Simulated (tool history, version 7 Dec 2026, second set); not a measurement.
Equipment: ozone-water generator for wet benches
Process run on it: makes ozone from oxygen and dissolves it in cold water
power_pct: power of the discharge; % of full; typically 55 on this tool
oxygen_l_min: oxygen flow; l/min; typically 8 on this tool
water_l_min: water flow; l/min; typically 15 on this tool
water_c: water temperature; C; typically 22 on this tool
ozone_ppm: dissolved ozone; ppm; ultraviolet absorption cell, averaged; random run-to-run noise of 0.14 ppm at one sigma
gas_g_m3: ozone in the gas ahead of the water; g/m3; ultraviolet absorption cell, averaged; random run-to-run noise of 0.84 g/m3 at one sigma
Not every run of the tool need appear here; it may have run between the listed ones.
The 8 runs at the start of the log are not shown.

| run | day | power_pct | oxygen_l_min | water_l_min | water_c | hours of work since the electrodes were changed | hours of work since the contactor was cleaned | hours of work since the thermometer was calibrated | ozone_ppm | gas_g_m3 |
|---|---|---|---|---|---|---|---|---|---|---|
| 9 | 8.917 | 55 | 8 | 15 | 22 | 1244 | 5353 | 2672 | 15.6 | 133.4 |
| 10 | 10.142 | 55 | 8 | 15 | 22 | 1267 | 5376 | 2695 | 15.6 | 132.7 |
| 11 | 11.688 | 95 | 8 | 15 | 22 | 1296 | 5404 | 2724 | 23.2 | 195.6 |
| 12 | 12.854 | 95 | 8 | 15 | 22 | 1317 | 5426 | 2745 | 23.1 | 196.5 |
| 13 | 14.35 | 95 | 8 | 15 | 16 | 1345 | 5454 | 2773 | 26.2 | 197 |
| 14 | 15.85 | 41 | 8 | 15 | 22 | 1373 | 5482 | 2801 | 12.5 | 107.7 |
| 15 | 16.725 | 41 | 8 | 19 | 22 | 1389 | 5498 | 2817 | 10.7 | 106.7 |
| 16 | 18.388 | 41 | 8 | 19 | 22 | 1420 | 5529 | 2848 | 10.6 | 106.5 |
| 17 | 19.308 | 55 | 8 | 15 | 26 | 1437 | 5546 | 2865 | 14.2 | 130.9 |
| 18 | 20.525 | 55 | 8 | 15 | 26 | 1460 | 5568 | 2887 | 14.4 | 133 |
| 19 | 21.454 | 43 | 8 | 15 | 15 | 1477 | 5585 | 2905 | 15.1 | 110.2 |
| 20 | 22.192 | 43 | 8 | 15 | 15 | 1491 | 5599 | 2918 | 15 | 111.1 |
| 21 | 23.433 | 43 | 7.76 | 14 | 18 | 1514 | 5622 | 2941 | 14.9 | 113 |
| 22 | 24.354 | 43 | 7.76 | 14 | 18 | 1531 | 5639 | 2958 | 14.8 | 111.6 |
| 23 | 25.7 | 55 | 6.97 | 15 | 14 | 1556 | 5664 | 2983 | 18.4 | 139.5 |
|  | 25.983 | contactor cleaned |
| 24 | 27.442 | 70 | 8 | 11 | 20 | 1585 | 27 | 3013 | 22.5 | 156.1 |
| 25 | 28.85 | 94 | 9.29 | 15 | 22 | 1611 | 53 | 3039 | 21.7 | 181.4 |
| 26 | 29.592 | 100 | 4.85 | 16 | 16 | 1625 | 67 | 3052 | 24.3 | 252 |
|  | 29.971 | contactor cleaned, once more |
| 27 | 31.154 | 100 | 4.85 | 16 | 16 | 1651 | 22 | 3078 | 26.9 | 251.4 |
| 28 | 32.325 | 100 | 4.85 | 12 | 26 | 1672 | 44 | 3100 | 28.1 | 251.6 |
| 29 | 33.6 | 100 | 4.85 | 12 | 26 | 1696 | 67 | 3124 | 28.3 | 251.7 |
| 30 | 34.354 | 100 | 4.85 | 12 | 26 | 1710 | 81 | 3138 | 28.4 | 252.1 |
| 31 | 35.542 | 100 | 4.85 | 12 | 26 | 1732 | 103 | 3160 | 28.1 | 252.1 |
| 32 | 36.917 | 100 | 4 | 12 | 26 | 1757 | 129 | 3185 | 28.5 | 273.5 |
| 33 | 37.983 | 100 | 4 | 12 | 26 | 1777 | 149 | 3205 | 28.1 | 273.3 |

Predict each of these 4 candidate next runs independently; none follows another, all start after run 33:
| A | 39.538 | 53 | 9.61 | 12 | 29 | 1806 | 177 | 3234 | ? | ? |
| B | 39.538 | 55 | 8 | 15 | 16 | 1806 | 177 | 3234 | ? | ? |
| C | 39.538 | 96 | 8.16 | 15 | 22 | 1806 | 177 | 3234 | ? | ? |
| D | 39.538 | 62 | 12.47 | 12 | 26 | 1806 | 177 | 3234 | ? | ? |

| run | ozone_ppm | gas_g_m3 |
|---|---|---|
| A | 15.2 | 117.7 |
| B | 18.5 | 132 |
| C | 24.6 | 195.9 |
| D | 17.3 | 117.2 |
With the hidden condition removed and each run's random variation left untouched, the same runs would have given:
| run | ozone_ppm | gas_g_m3 |
|---|---|---|
| A | 15.7 | 121.1 |
| B | 19.2 | 136 |
| C | 26 | 204.9 |
| D | 18 | 121.1 |
